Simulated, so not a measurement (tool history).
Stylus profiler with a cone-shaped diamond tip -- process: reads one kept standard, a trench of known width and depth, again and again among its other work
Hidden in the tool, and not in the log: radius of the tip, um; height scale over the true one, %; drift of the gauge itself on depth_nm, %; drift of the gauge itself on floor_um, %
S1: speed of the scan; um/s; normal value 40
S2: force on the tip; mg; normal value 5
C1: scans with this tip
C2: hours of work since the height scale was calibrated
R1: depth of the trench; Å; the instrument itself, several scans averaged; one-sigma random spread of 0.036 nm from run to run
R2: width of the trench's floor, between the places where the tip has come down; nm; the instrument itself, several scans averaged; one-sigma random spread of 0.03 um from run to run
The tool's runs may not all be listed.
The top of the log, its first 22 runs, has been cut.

run     day   S1     S2    C1  C2      R1     R2
 23  12.871   40      5  4769  17  1015.5  98230
 24  13.429  115   5.59  4836  25  1016.1  97960
 25      14   67  14.46  4905  33  1035.6  98250
 26  14.654   67  14.46  4984  43  1035.3  98200
 27  15.338   46   2.73  5066  53  1008.5  98110
     15.646  -- height scale calibrated on a step standard, once more
 28  15.733   46   2.73  5112   1  1013.8  98100
 29  16.467   46   2.73  5200  12  1013.4  98090
 30  17.042   31   2.51  5269  21  1012.6  98160
 31  17.558   31   2.51  5332  28  1012.4  98170
 32  18.267   40   4.11  5417  39  1017.7  98100
 33  18.688   60   8.71  5468  45  1028.2  98150

Run 34 comes next. What will it give?
 34  19.329  60  8.71  5546  54   ?   ?

Run 34 measured R1 1028.1 Å, R2 98140 nm.
On a tool with no hidden condition, and with the same random variation, this run would have come out at R1 1028.1 Å, R2 98580 nm.
